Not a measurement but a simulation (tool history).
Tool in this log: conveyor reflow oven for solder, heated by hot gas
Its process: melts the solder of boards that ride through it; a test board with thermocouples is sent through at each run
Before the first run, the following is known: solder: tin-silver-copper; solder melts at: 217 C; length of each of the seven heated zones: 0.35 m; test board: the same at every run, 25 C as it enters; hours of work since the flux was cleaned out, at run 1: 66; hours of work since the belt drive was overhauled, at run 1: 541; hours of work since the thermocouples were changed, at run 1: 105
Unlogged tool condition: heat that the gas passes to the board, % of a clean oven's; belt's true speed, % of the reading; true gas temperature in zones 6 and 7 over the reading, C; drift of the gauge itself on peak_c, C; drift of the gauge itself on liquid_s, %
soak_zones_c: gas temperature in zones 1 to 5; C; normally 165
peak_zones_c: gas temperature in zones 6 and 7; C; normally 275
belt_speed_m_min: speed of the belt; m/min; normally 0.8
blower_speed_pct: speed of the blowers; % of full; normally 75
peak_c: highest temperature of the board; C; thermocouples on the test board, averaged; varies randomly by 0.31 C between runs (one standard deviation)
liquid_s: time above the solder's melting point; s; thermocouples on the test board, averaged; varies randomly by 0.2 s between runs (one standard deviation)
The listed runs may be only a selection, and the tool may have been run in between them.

run   hour  soak_zones_c  peak_zones_c  belt_speed_m_min  blower_speed_pct  hours of work since the flux was cleaned out  hours of work since the belt drive was overhauled  hours of work since the thermocouples were changed  peak_c  liquid_s
  1      0           165           275               0.8                75                                            66                                                541                                                 105   257.1      39.7
  2     15           165           275               0.8                75                                            76                                                551                                                 115   256.6      39.8
  3     44           165           275               0.8                75                                            95                                                570                                                 134   257.3      39.6
  4   62.8           165           275               0.8                75                                           107                                                583                                                 146     257      39.7
  5   82.7           165           275               0.8                75                                           121                                                596                                                 159   256.6      39.4
  6    112           165           275               0.8                86                                           140                                                615                                                 179   259.5      41.3
  7  135.3           152           275               0.8                86                                           155                                                631                                                 194   257.5      37.6
  8  166.8           165           275               0.8                75                                           176                                                651                                                 215   256.5      39.3
  9  189.8           165           275               0.8                52                                           191                                                667                                                 230   247.2      33.6
 10  215.6           158           275               0.8                75                                           208                                                684                                                 247     255      37.1
 11  241.4           158           275               0.8                75                                           226                                                701                                                 265   254.4      37.1
 12  268.1           158           275               0.8                75                                           243                                                718                                                 282   254.8      36.9
 13  287.7           158           275               0.8                69                                           256                                                731                                                 295   252.8        36
 14  306.6           165           275               0.8                52                                           269                                                744                                                 308   246.8        33
     339.7  -- flux residue cleaned out of gas plates and filters
 15  342.6           165           266               0.8                75                                             2                                                765                                                 328   246.3      33.7
 16  375.1           165           266               0.8                75                                            23                                                786                                                 350     246      34.2
 17  402.7           165           275             0.677                75                                            42                                                804                                                 368   259.9      49.3
 18  433.5           155           274              0.71                75                                            62                                                825                                                 388   255.9      42.1
 19    453           155           274             0.668                75                                            75                                                838                                                 401   257.5      46.7
 20  479.8           155           274             0.668                75                                            93                                                855                                                 419     258      46.5
     495.8  -- flux residue cleaned out of gas plates and filters, once more
 21  505.7           155           274             0.668                85                                             7                                                869                                                 433   264.6        51
 22  523.1           155           274              0.94                65                                            18                                                881                                                 444   244.9      25.6
 23  550.1           172           275              0.67                75                                            36                                                899                                                 462   264.7      53.9
 24    582           165           275             0.663                66                                            57                                                920                                                 483   261.9      51.3
 25  612.6           152           275             0.823                75                                            77                                                940                                                 504   254.7      35.3
 26  639.3           165           275              0.89                54                                            95                                                958                                                 521     245      28.2
 27  668.6           177           290             0.831                51                                           114                                                977                                                 541   261.3      42.1
     698.5  -- thermocouples of zones 6 and 7 changed
 28  705.9           168           275               0.8                75                                           138                                               1000                                                   5   256.8      40.9
 29  733.3           172           275             0.836                75                                           156                                               1019                                                  23     256      39.3
 30  767.1           172           275             0.836                75                                           178                                               1041                                                  45   255.4      39.2

Below are 5 alternative next runs, each starting from the tool's condition after run 30. Predict each:
  A  794.2           152           267             0.783                75                                           196                                               1059                                                  63       ?         ?
  B  794.2           165           275             0.703                53                                           196                                               1059                                                  63       ?         ?
  C  794.2           165           275               0.8                54                                           196                                               1059                                                  63       ?         ?
  D  794.2           171           285             0.799                75                                           196                                               1059                                                  63       ?         ?
  E  794.2           176           275              0.73                56                                           196                                               1059                                                  63       ?         ?

run  peak_c  liquid_s
  A   247.5      33.6
  B   253.2      42.8
  C   248.3      34.4
  D   266.5      45.2
  E   254.8      45.5
Had the tool no hidden state, the same runs would have come out as:
run  peak_c  liquid_s
  A   248.5      33.6
  B   253.6      42.2
  C   248.8      34.1
  D   267.4      44.6
  E   255.2      44.8

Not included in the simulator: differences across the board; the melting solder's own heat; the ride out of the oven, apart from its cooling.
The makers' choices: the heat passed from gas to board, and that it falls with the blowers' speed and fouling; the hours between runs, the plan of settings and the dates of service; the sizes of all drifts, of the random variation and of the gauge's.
